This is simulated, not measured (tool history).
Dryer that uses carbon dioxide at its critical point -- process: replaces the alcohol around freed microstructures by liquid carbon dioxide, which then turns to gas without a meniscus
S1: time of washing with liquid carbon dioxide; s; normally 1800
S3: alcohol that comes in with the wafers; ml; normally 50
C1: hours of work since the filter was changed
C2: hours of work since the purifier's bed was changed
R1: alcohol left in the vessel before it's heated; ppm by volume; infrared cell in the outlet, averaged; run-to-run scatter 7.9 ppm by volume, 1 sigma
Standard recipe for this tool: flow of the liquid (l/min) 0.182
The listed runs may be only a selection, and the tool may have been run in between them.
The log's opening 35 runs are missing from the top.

Run 36, day 9.062: usual settings but S3 34 ml; C1 431; C2 180. Result: R1 561 ppm by volume.
Run 37, day 9.233: usual settings but S3 34 ml; C1 433; C2 181. Result: R1 555 ppm by volume.
Run 38, day 9.600: usual settings but S1 1380 s, S3 114 ml; C1 435; C2 184. Result: R1 4633 ppm by volume.
Run 39, day 9.892: usual settings but S1 1380 s, S3 114 ml; C1 438; C2 186. Result: R1 4360 ppm by volume.
Run 40, day 10.054: usual settings but S1 1380 s, S3 114 ml; C1 439; C2 187. Result: R1 4556 ppm by volume.
Run 41, day 10.446: usual settings but S1 1320 s, S3 114 ml; C1 442; C2 190. Result: R1 5385 ppm by volume.
Run 42, day 10.775: usual settings but S1 1140 s, flow of the liquid (l/min) 0.302, S3 74 ml; C1 444; C2 193. Result: R1 882 ppm by volume.
Run 43, day 11.004: usual settings but flow of the liquid (l/min) 0.235; C1 446; C2 194. Result: R1 268 ppm by volume.
Run 44, day 11.246: usual settings but S1 2460 s, flow of the liquid (l/min) 0.306, S3 60 ml; C1 448; C2 196. Result: R1 60 ppm by volume.
Run 45, day 11.592: usual settings but S1 1500 s, S3 88 ml; C1 451; C2 199. Result: R1 2811 ppm by volume.
Run 46, day 11.808: usual settings but flow of the liquid (l/min) 0.122, S3 21 ml; C1 452; C2 201. Result: R1 1329 ppm by volume.
Run 47, day 12.004: usual settings but flow of the liquid (l/min) 0.122, S3 21 ml; C1 454; C2 202. Result: R1 1315 ppm by volume.

Alternative continuations, all from the tool just after run 47; predict every row:
Run A, day 12.300: usual settings but S1 1860 s, flow of the liquid (l/min) 0.150, S3 101 ml; C1 456; C2 204. Result: R1 ?.
Run B, day 12.300: usual settings but S1 1320 s, S3 40 ml; C1 456; C2 204. Result: R1 ?.
Run C, day 12.300: usual settings but flow of the liquid (l/min) 0.162, S3 20 ml; C1 456; C2 204. Result: R1 ?.
Run D, day 12.300: usual settings but S1 2100 s; C1 456; C2 204. Result: R1 ?.

run    R1
  A  2955
  B  1944
  C   545
  D   438
With no hidden state in the tool, these same runs would have given:
run    R1
  A  1710
  B  1189
  C   284
  D   184
